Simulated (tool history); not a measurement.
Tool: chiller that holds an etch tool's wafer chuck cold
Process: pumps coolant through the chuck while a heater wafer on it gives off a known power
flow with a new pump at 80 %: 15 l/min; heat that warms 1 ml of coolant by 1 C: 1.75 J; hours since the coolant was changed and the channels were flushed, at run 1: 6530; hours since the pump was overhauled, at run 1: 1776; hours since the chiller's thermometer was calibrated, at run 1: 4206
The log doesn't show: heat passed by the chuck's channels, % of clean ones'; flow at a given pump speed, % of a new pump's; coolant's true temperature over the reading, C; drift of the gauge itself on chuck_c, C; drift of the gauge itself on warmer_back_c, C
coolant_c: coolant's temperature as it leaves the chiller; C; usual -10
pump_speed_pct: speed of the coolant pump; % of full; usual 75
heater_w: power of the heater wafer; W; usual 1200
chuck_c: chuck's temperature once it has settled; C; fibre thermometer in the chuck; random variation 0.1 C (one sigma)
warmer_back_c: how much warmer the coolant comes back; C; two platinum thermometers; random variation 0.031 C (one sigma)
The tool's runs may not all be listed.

run,hour,coolant_c,pump_speed_pct,heater_w,hours since the coolant was changed and the channels were flushed,hours since the pump was overhauled,hours since the chiller's thermometer was calibrated,chuck_c,warmer_back_c
1,0,-10,75,1200,6530,1776,4206,2,2.99
2,74.8,-10,75,1200,6604,1851,4280,2.2,3.01
# hour 140.6: coolant changed, channels flushed
3,160.2,-10,75,1200,20,1930,4360,0.3,2.96
# hour 246.7: chiller's thermometer calibrated
4,246.7,-10,75,1200,105,2016,0,-0.3,3.05
5,349.4,-10,75,1200,208,2119,103,-0.3,3.02
6,407.1,-10,75,1200,266,2176,160,-0.2,3
7,502.7,-10,75,1200,361,2272,256,-0.3,3
8,581.5,-10,75,1200,440,2351,335,-0.2,2.99
9,677.6,-10,75,1200,536,2447,431,-0.3,3.01
10,772.5,-10,75,1200,631,2542,526,0,3.01
11,838.6,-3,85,768,697,2608,592,2.7,1.7
12,915.4,-10,89,663,774,2685,669,-5.3,1.37
13,995.4,-10,89,663,854,2764,749,-5.2,1.35
14,1109.8,-10,75,1715,968,2879,863,4.3,4.29
15,1181.3,-20,71,776,1040,2950,935,-13.2,2.05
16,1286.4,-20,71,776,1145,3056,1040,-13.1,2.09
17,1345.4,-20,71,776,1204,3115,1099,-13.2,2.13
18,1406.7,0,71,776,1265,3176,1160,6.9,2.05
19,1458.6,0,71,776,1317,3228,1212,7,2.14
20,1551.3,0,71,776,1410,3320,1305,7,2.06

Hidden state or all else? Some run-to-run changes of chuck_c, split into what the settings, what came in and random variation would give without the hidden state, and what is left for the hidden state (with any gauge scatter that isn't in both results):
Run 2 -> 3: coolant changed, channels flushed. chuck_c -1.9 C: hidden state -1.9, all else +0.
Run 3 -> 4: chiller's thermometer calibrated. chuck_c -0.6 C: hidden state -0.5, all else -0.1.
Run 14 -> 15: coolant_c -10 -> -20, pump_speed_pct 75 -> 71, heater_w 1715 -> 776. chuck_c -17.5 C: hidden state -0.4, all else -17.1.
Run 17 -> 18: coolant_c -20 -> 0. chuck_c +20.1 C: hidden state +0, all else +20.1.
